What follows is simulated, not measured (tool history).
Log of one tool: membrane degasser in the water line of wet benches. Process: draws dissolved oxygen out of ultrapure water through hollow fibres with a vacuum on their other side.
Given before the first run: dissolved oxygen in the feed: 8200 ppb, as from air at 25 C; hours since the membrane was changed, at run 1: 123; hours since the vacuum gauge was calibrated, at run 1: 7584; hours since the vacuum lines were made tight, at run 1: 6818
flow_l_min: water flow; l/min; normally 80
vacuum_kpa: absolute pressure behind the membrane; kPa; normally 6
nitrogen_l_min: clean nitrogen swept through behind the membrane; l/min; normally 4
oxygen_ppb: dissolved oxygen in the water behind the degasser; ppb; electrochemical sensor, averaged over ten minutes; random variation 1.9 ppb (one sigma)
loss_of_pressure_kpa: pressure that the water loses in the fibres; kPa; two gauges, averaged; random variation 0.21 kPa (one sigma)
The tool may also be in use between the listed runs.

run,day,flow_l_min,vacuum_kpa,nitrogen_l_min,hours since the membrane was changed,hours since the vacuum gauge was calibrated,hours since the vacuum lines were made tight,oxygen_ppb,loss_of_pressure_kpa
1,0,80,6,4,123,7584,6818,186.3,49.93
2,2.742,80,6,4,189,7649,6883,186.7,49.97
3,5.758,80,6,4,262,7722,6956,188.8,49.9
4,7.708,80,6,2.98,308,7769,7003,221.1,49.89
5,9.312,80,6,2.98,347,7807,7041,222,49.81
6,11.154,80,6.7,2.98,391,7851,7085,265,49.94
7,12.708,80,12.46,2.51,428,7889,7123,631.9,50.19
8,15.138,80,9.01,4,487,7947,7181,317.1,49.98
9,17.404,80,4.84,2.22,541,8001,7235,182.1,50.35
10,19.842,62,6,10.86,600,8060,7294,58,38.75
11,21.825,89,4.04,7.06,647,8107,7341,123.6,55.9
12,23.812,53,4.14,2.62,695,8155,7389,51.3,33.39

3 options for the next run, each taken on its own from the tool as it stands now. Forecast them:
A,25.271,68,14.84,5.71,730,8190,7424,?,?
B,25.271,75,6.66,2.69,730,8190,7424,?,?
C,25.271,49,6,3.32,730,8190,7424,?,?

run,oxygen_ppb,loss_of_pressure_kpa
A,339.7,42.79
B,250.3,47.2
C,99,30.87
Without the tool's hidden state the same runs would have given:
run,oxygen_ppb,loss_of_pressure_kpa
A,339.6,42.49
B,250.1,46.86
C,98.9,30.65
